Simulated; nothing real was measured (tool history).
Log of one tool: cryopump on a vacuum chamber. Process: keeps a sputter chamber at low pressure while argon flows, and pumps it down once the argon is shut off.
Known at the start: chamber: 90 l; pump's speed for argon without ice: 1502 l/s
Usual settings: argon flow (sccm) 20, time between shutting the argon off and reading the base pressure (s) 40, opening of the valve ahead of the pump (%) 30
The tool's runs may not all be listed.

run    hour  argon flow (sccm)  time between shutting the argon off and reading the base pressure (s)  opening of the valve ahead of the pump (%)  pressure while argon flows (Pa)  pressure after the wait (uPa)
  1       0                 20                                                                     40                                          30                           0.0758                           2.49
  2    46.6                 20                                                                     40                                          30                           0.0759                           2.62
  3    74.8                 20                                                                     40                                          30                           0.0766                           2.57
  4   107.8                 20                                                                     40                                          30                           0.0767                           2.52
  5   166.7                 20                                                                     40                                          30                           0.0767                           2.58
  6   224.1                 20                                                                     40                                          30                           0.0783                           2.72
  7   262.4                 20                                                                     40                                          30                           0.0783                           2.72
  8   327.2                 20                                                                     40                                          30                           0.0785                            2.7
  9   363.2                 20                                                                     40                                          30                           0.0782                           2.83
 10   418.8                  8                                                                     40                                          30                            0.031                           2.85
 11   461.6                  8                                                                     40                                          30                           0.0323                           2.92
 12   528.5                  8                                                                     40                                          30                           0.0307                           3.02
 13   559.3                  8                                                                     40                                          30                           0.0312                           3.05
 14   596.8                  8                                                                     40                                          30                           0.0323                           3.14
 15   646.3                  8                                                                     40                                          30                           0.0325                           3.12
        659  -- pump warmed up, emptied and cooled again
 16   682.3                  8                                                                     40                                          30                           0.0297                           2.89
 17   746.2                 20                                                                     29                                          30                           0.0754                           3.79
 18   806.8                 21                                                                     23                                          30                           0.0803                           4.68
 19   849.5                 29                                                                     40                                          30                           0.1106                           3.03
 20   909.2                 20                                                                     42                                          36                           0.0637                           3.06
 21     975                 20                                                                     42                                          36                           0.0653                           3.18
 22  1003.8                 20                                                                     42                                          16                           0.1433                           3.15
 23    1043                 21                                                                     40                                          46                           0.0541                            3.3
 24  1083.2                 17                                                                     78                                          27                           0.0734                           2.43
 25  1123.9                 14                                                                    208                                          32                           0.0523                           1.75
 26  1190.4                 14                                                                    208                                          32                           0.0518                            1.8
 27  1225.6                 30                                                                     37                                          30                           0.1176                           3.73
 28    1263                 30                                                                     37                                          30                           0.1193                           3.76
 29  1306.2                 30                                                                     37                                          30                           0.1202                           3.84
 30  1375.5                 30                                                                     37                                          30                           0.1194                           3.91
     1401.2  -- pump warmed up, emptied and cooled again
 31  1432.1                 35                                                                    119                                          18                           0.2199                           2.13
 32  1460.6                 12                                                                     58                                          44                           0.0311                           2.87
 33  1496.2                 12                                                                     58                                          44                           0.0308                           2.85

Forecast each of these 3 alternatives for the next run:
  A  1539.7                 20                                                                    131                                          33                                ?                              ?
  B  1539.7                 13                                                                     40                                          27                                ?                              ?
  C  1539.7                 12                                                                     40                                          44                                ?                              ?

run  pressure while argon flows (Pa)  pressure after the wait (uPa)
  A                           0.0692                           2.14
  B                           0.0556                           3.55
  C                           0.0324                           3.59
Without the tool's hidden state the same runs would have given:
run  pressure while argon flows (Pa)  pressure after the wait (uPa)
  A                           0.0682                           0.82
  B                           0.0549                           2.23
  C                           0.0317                           2.24

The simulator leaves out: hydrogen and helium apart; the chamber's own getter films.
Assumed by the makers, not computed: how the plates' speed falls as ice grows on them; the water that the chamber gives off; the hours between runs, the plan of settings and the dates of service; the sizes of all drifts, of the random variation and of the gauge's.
